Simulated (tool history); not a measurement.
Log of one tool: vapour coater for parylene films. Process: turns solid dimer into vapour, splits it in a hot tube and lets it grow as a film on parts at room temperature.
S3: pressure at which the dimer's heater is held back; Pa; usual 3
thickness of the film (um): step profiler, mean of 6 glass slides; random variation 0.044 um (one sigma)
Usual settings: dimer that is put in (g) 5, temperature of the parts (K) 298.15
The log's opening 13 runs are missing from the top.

{"run": 14, "hour": 657.5, "dimer that is put in (g)": 5, "temperature of the parts (K)": 298.15, "S3": 3, "thickness of the film (um)": 4.82}
{"run": 15, "hour": 725.0, "dimer that is put in (g)": 5, "temperature of the parts (K)": 298.15, "S3": 3, "thickness of the film (um)": 4.82}
{"run": 16, "hour": 768.5, "dimer that is put in (g)": 5, "temperature of the parts (K)": 298.15, "S3": 3, "thickness of the film (um)": 4.77}
{"run": 17, "hour": 801.6, "dimer that is put in (g)": 5, "temperature of the parts (K)": 298.15, "S3": 3, "thickness of the film (um)": 4.7}
{"run": 18, "hour": 862.1, "dimer that is put in (g)": 5, "temperature of the parts (K)": 298.15, "S3": 3, "thickness of the film (um)": 4.62}
{"run": 19, "hour": 902.8, "dimer that is put in (g)": 5, "temperature of the parts (K)": 298.15, "S3": 2.31, "thickness of the film (um)": 4.95}
{"run": 20, "hour": 961.9, "dimer that is put in (g)": 5, "temperature of the parts (K)": 291.15, "S3": 3, "thickness of the film (um)": 5.04}
{"hour": 984.0, "done": "trap's valve overhauled"}
{"run": 21, "hour": 999.7, "dimer that is put in (g)": 5, "temperature of the parts (K)": 291.15, "S3": 3, "thickness of the film (um)": 5.55}
{"run": 22, "hour": 1040.3, "dimer that is put in (g)": 5, "temperature of the parts (K)": 291.15, "S3": 3, "thickness of the film (um)": 5.56}
{"run": 23, "hour": 1114.6, "dimer that is put in (g)": 4, "temperature of the parts (K)": 298.15, "S3": 3, "thickness of the film (um)": 3.89}
{"run": 24, "hour": 1150.4, "dimer that is put in (g)": 4, "temperature of the parts (K)": 298.15, "S3": 3, "thickness of the film (um)": 3.95}
{"run": 25, "hour": 1201.7, "dimer that is put in (g)": 4, "temperature of the parts (K)": 306.15, "S3": 5.98, "thickness of the film (um)": 2.86}
{"run": 26, "hour": 1262.2, "dimer that is put in (g)": 4, "temperature of the parts (K)": 295.15, "S3": 4.56, "thickness of the film (um)": 3.64}
{"run": 27, "hour": 1314.1, "dimer that is put in (g)": 4, "temperature of the parts (K)": 295.15, "S3": 4.56, "thickness of the film (um)": 3.6}
{"run": 28, "hour": 1352.2, "dimer that is put in (g)": 4, "temperature of the parts (K)": 295.15, "S3": 4.56, "thickness of the film (um)": 3.62}
{"run": 29, "hour": 1400.4, "dimer that is put in (g)": 8, "temperature of the parts (K)": 308.15, "S3": 3.25, "thickness of the film (um)": 6.07}
{"hour": 1477.6, "done": "trap's valve overhauled"}
{"run": 30, "hour": 1477.6, "dimer that is put in (g)": 8, "temperature of the parts (K)": 308.15, "S3": 3.25, "thickness of the film (um)": 6.66}
{"run": 31, "hour": 1517.7, "dimer that is put in (g)": 8, "temperature of the parts (K)": 308.15, "S3": 3.25, "thickness of the film (um)": 6.61}
{"run": 32, "hour": 1561.6, "dimer that is put in (g)": 5, "temperature of the parts (K)": 298.15, "S3": 8.26, "thickness of the film (um)": 3.83}
{"run": 33, "hour": 1602.0, "dimer that is put in (g)": 3, "temperature of the parts (K)": 292.15, "S3": 4.07, "thickness of the film (um)": 3.04}
{"run": 34, "hour": 1657.4, "dimer that is put in (g)": 3, "temperature of the parts (K)": 292.15, "S3": 4.07, "thickness of the film (um)": 3.03}

What will run 35 give?
{"run": 35, "hour": 1718.2, "dimer that is put in (g)": 5, "temperature of the parts (K)": 290.15, "S3": 6.85, "thickness of the film (um)": "?"}

{"run 35": {"thickness of the film (um)": 4.48}}
With the hidden condition absent and the run-to-run variation left alone, this run would have shown thickness of the film (um) 4.65.
